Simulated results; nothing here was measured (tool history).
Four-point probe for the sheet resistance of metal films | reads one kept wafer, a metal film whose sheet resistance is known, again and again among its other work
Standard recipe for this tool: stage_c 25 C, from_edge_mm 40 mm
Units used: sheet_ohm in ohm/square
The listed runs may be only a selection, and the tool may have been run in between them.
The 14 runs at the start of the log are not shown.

run	hour	stage_c	from_edge_mm	sheet_ohm
15	770.6	25	40	10.251823
16	818.9	25	40	10.2493
17	895	25	40	10.247094
18	967	25	40	10.247809
19	1043.1	25	40	10.244179
20	1128.1	25	40	10.241603
21	1174.4	31	40	10.308371
22	1256	23	40	10.218092

Run 23 has not been measured yet. What should we expect?
23	1321.9	23	40	?

{"run 23": {"sheet_ohm": 10.220101}}
The same run, on a tool lacking any hidden state, would have yielded sheet_ohm 10.264633 ohm/square.
